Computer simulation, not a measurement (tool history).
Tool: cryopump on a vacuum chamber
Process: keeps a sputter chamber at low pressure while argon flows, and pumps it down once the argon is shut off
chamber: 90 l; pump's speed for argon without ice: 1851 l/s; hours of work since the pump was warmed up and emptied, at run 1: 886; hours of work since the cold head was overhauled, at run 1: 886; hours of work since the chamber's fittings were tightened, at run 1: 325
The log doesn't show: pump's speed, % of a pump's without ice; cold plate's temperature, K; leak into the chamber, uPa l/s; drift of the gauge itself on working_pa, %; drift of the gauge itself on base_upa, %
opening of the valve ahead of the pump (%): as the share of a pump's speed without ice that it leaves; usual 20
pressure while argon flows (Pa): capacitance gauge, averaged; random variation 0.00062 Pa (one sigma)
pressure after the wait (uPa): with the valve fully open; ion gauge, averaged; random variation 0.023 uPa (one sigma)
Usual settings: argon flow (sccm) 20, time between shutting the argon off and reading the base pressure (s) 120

run     day  argon flow (sccm)  time between shutting the argon off and reading the base pressure (s)  opening of the valve ahead of the pump (%)  hours of work since the pump was warmed up and emptied  hours of work since the cold head was overhauled  hours of work since the chamber's fittings were tightened  pressure while argon flows (Pa)  pressure after the wait (uPa)
  1   0.000                 20                                                                    120                                          20                                                     886                                               886                                                        325                           0.0934                           1.06
  2   2.496                 20                                                                    120                                          20                                                     928                                               928                                                        368                           0.0942                           1.11
  3   5.000                 20                                                                    120                                          20                                                     971                                               971                                                        410                           0.0936                           1.19
  4   6.662                 20                                                                    120                                          20                                                     999                                               999                                                        439                           0.0944                           1.17
  5   8.321                 20                                                                    120                                          25                                                    1027                                              1027                                                        467                           0.0758                           1.20
  6  11.079                 20                                                                    120                                          25                                                    1074                                              1074                                                        514                           0.0756                           1.30
  7  12.225                 20                                                                    120                                          20                                                    1093                                              1093                                                        533                           0.0956                           1.30
  8  13.879                 20                                                                    120                                          20                                                    1121                                              1121                                                        561                           0.0944                           1.30
  9  15.717                 17                                                                    120                                          20                                                    1152                                              1152                                                        592                           0.0818                           1.31
 10  16.975                 20                                                                    125                                          58                                                    1174                                              1174                                                        614                           0.0353                           1.30
     18.054  -- pump warmed up, emptied and cooled again
 11  19.638                  8                                                                     28                                          19                                                      27                                              1216                                                        655                           0.0393                           3.23
 12  21.892                  8                                                                     28                                          19                                                      65                                              1254                                                        694                           0.0386                           3.20
 13  24.392                  8                                                                    138                                          35                                                     108                                              1296                                                        736                           0.0206                           1.30
 14  25.783                 10                                                                    295                                          19                                                     131                                              1320                                                        760                           0.0485                           1.02
 15  27.629                 10                                                                    295                                          19                                                     163                                              1351                                                        791                           0.0478                           1.07

Forecast each of these 5 alternatives for the next run:
  A  28.979                 13                                                                    120                                          20                                                     186                                              1374                                                        814                                ?                              ?
  B  28.979                 20                                                                    141                                          20                                                     186                                              1374                                                        814                                ?                              ?
  C  28.979                 31                                                                     37                                          20                                                     186                                              1374                                                        814                                ?                              ?
  D  28.979                 20                                                                    120                                          43                                                     186                                              1374                                                        814                                ?                              ?
  E  28.979                 20                                                                    120                                          34                                                     186                                              1374                                                        814                                ?                              ?

run  pressure while argon flows (Pa)  pressure after the wait (uPa)
  A                           0.0592                           1.45
  B                           0.0919                           1.36
  C                           0.1435                           2.69
  D                           0.0438                           1.41
  E                           0.0545                           1.41
Without the tool's hidden state the same runs would have given:
run  pressure while argon flows (Pa)  pressure after the wait (uPa)
  A                           0.0586                           0.75
  B                           0.0910                           0.66
  C                           0.1421                           2.00
  D                           0.0429                           0.73
  E                           0.0536                           0.73

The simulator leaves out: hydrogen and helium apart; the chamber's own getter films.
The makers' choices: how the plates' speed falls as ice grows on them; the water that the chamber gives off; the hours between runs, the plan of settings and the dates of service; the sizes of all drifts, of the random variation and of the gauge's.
